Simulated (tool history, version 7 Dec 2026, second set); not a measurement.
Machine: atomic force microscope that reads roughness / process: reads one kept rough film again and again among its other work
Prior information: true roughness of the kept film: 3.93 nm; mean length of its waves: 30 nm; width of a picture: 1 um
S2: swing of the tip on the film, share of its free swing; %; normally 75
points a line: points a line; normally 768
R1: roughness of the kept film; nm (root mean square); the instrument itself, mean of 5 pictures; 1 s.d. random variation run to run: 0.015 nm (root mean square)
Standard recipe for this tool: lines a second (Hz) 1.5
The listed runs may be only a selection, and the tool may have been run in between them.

{"run": 1, "hour": 0.0, "lines a second (Hz)": 1.5, "S2": 75, "points a line": 768, "R1": 2.976}
{"run": 2, "hour": 26.7, "lines a second (Hz)": 1.5, "S2": 75, "points a line": 768, "R1": 2.829}
{"hour": 61.5, "done": "new tip fitted"}
{"run": 3, "hour": 79.6, "lines a second (Hz)": 1.5, "S2": 75, "points a line": 768, "R1": 3.364}
{"run": 4, "hour": 123.0, "lines a second (Hz)": 3.63, "S2": 75, "points a line": 768, "R1": 2.934}
{"run": 5, "hour": 171.5, "lines a second (Hz)": 3.63, "S2": 75, "points a line": 768, "R1": 2.682}
{"hour": 194.9, "done": "new tip fitted"}
{"run": 6, "hour": 205.8, "lines a second (Hz)": 1.5, "S2": 75, "points a line": 768, "R1": 3.414}
{"run": 7, "hour": 238.1, "lines a second (Hz)": 1.5, "S2": 71, "points a line": 768, "R1": 3.191}
{"run": 8, "hour": 278.1, "lines a second (Hz)": 1.5, "S2": 71, "points a line": 768, "R1": 2.971}
{"run": 9, "hour": 321.6, "lines a second (Hz)": 1.5, "S2": 61, "points a line": 768, "R1": 2.748}
{"hour": 330.1, "done": "new tip fitted"}
{"run": 10, "hour": 366.5, "lines a second (Hz)": 1.5, "S2": 75, "points a line": 768, "R1": 3.248}
{"run": 11, "hour": 409.4, "lines a second (Hz)": 1.5, "S2": 75, "points a line": 768, "R1": 2.993}
{"run": 12, "hour": 442.3, "lines a second (Hz)": 1.23, "S2": 75, "points a line": 768, "R1": 2.829}
{"hour": 464.7, "done": "new tip fitted"}
{"run": 13, "hour": 471.5, "lines a second (Hz)": 1.07, "S2": 56, "points a line": 528, "R1": 3.52}
{"run": 14, "hour": 498.4, "lines a second (Hz)": 1.07, "S2": 56, "points a line": 528, "R1": 3.381}
{"run": 15, "hour": 531.0, "lines a second (Hz)": 1.67, "S2": 67, "points a line": 687, "R1": 3.083}
{"run": 16, "hour": 581.5, "lines a second (Hz)": 1.41, "S2": 67, "points a line": 687, "R1": 2.824}
{"hour": 597.9, "done": "new tip fitted"}
{"run": 17, "hour": 618.3, "lines a second (Hz)": 0.88, "S2": 78, "points a line": 525, "R1": 3.401}
{"run": 18, "hour": 641.0, "lines a second (Hz)": 1.78, "S2": 78, "points a line": 525, "R1": 3.155}
{"run": 19, "hour": 679.1, "lines a second (Hz)": 0.66, "S2": 79, "points a line": 706, "R1": 3.033}
{"run": 20, "hour": 705.2, "lines a second (Hz)": 0.66, "S2": 59, "points a line": 581, "R1": 2.952}
{"hour": 733.8, "done": "new tip fitted"}
{"run": 21, "hour": 748.4, "lines a second (Hz)": 0.66, "S2": 76, "points a line": 503, "R1": 3.447}

What if the next run were any one of these 4? Each begins from the tool's condition after run 21:
{"run": "A", "hour": 771.9, "lines a second (Hz)": 1.5, "S2": 75, "points a line": 405, "R1": "?"}
{"run": "B", "hour": 771.9, "lines a second (Hz)": 0.66, "S2": 82, "points a line": 520, "R1": "?"}
{"run": "C", "hour": 771.9, "lines a second (Hz)": 1.85, "S2": 75, "points a line": 541, "R1": "?"}
{"run": "D", "hour": 771.9, "lines a second (Hz)": 0.66, "S2": 64, "points a line": 302, "R1": "?"}

run=A R1=3.242
run=B R1=3.274
run=C R1=3.216
run=D R1=3.299
Without the tool's hidden state the same runs would have given:
run=A R1=3.496
run=B R1=3.532
run=C R1=3.468
run=D R1=3.558
